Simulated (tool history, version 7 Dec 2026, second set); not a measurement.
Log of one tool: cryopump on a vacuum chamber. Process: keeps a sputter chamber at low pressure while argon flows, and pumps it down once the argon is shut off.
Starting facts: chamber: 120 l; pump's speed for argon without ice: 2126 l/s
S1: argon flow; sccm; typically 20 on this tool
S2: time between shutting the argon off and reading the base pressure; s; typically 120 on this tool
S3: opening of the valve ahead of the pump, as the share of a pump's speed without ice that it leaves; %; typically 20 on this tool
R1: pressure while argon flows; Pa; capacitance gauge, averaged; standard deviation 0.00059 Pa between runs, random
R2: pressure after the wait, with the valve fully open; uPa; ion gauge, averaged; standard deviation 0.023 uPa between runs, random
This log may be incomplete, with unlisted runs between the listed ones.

Run 1, hour 0.0: usual settings. Result: R1 0.0802 Pa, R2 0.80 uPa.
Run 2, hour 89.9: usual settings. Result: R1 0.0805 Pa, R2 0.82 uPa.
Run 3, hour 182.9: usual settings. Result: R1 0.0814 Pa, R2 0.85 uPa.
Run 4, hour 291.4: usual settings. Result: R1 0.0810 Pa, R2 1.00 uPa.
Run 5, hour 354.4: usual settings. Result: R1 0.0829 Pa, R2 0.94 uPa.
Run 6, hour 429.4: usual settings. Result: R1 0.0819 Pa, R2 1.02 uPa.
Run 7, hour 485.2: usual settings. Result: R1 0.0825 Pa, R2 1.04 uPa.
Run 8, hour 592.2: usual settings but S3 28 %. Result: R1 0.0606 Pa, R2 1.08 uPa.
Run 9, hour 670.3: usual settings. Result: R1 0.0843 Pa, R2 1.16 uPa.
Run 10, hour 735.8: usual settings. Result: R1 0.0863 Pa, R2 1.19 uPa.
Run 11, hour 787.0: usual settings. Result: R1 0.0861 Pa, R2 1.24 uPa.
Run 12, hour 873.6: usual settings. Result: R1 0.0862 Pa, R2 1.36 uPa.
Run 13, hour 970.1: usual settings but S3 19 %. Result: R1 0.0924 Pa, R2 1.39 uPa.
At hour 1045.1: pump warmed up, emptied and cooled again.
Run 14, hour 1058.5: usual settings but S3 36 %. Result: R1 0.0435 Pa, R2 1.21 uPa.
Run 15, hour 1122.6: usual settings but S2 250 s, S3 36 %. Result: R1 0.0444 Pa, R2 0.93 uPa.
Run 16, hour 1227.7: usual settings but S2 250 s, S3 36 %. Result: R1 0.0461 Pa, R2 1.03 uPa.
Run 17, hour 1279.2: usual settings but S2 250 s, S3 36 %. Result: R1 0.0447 Pa, R2 1.06 uPa.
Run 18, hour 1355.1: usual settings but S2 63 s, S3 33 %. Result: R1 0.0507 Pa, R2 1.86 uPa.
Run 19, hour 1436.6: usual settings but S2 63 s, S3 33 %. Result: R1 0.0506 Pa, R2 2.00 uPa.
Run 20, hour 1547.0: usual settings but S2 63 s, S3 33 %. Result: R1 0.0511 Pa, R2 2.01 uPa.
Run 21, hour 1652.7: usual settings but S2 44 s, S3 18 %. Result: R1 0.0920 Pa, R2 2.59 uPa.
Run 22, hour 1711.1: usual settings but S1 13 sccm, S3 18 %. Result: R1 0.0612 Pa, R2 1.60 uPa.
Run 23, hour 1820.0: usual settings but S1 13 sccm, S3 18 %. Result: R1 0.0612 Pa, R2 1.74 uPa.
Run 24, hour 1917.7: usual settings but S1 8 sccm, S2 98 s. Result: R1 0.0347 Pa, R2 1.93 uPa.

What will run 25 give?
Run 25, hour 1998.2: usual settings but S1 11 sccm, S2 27 s, S3 30 %. Result: R1 ?, R2 ?.

R1: 0.0327 Pa
R2: 3.94 uPa
The same run, on a tool lacking any hidden state, would have yielded R1 0.0291 Pa, R2 2.74 uPa.

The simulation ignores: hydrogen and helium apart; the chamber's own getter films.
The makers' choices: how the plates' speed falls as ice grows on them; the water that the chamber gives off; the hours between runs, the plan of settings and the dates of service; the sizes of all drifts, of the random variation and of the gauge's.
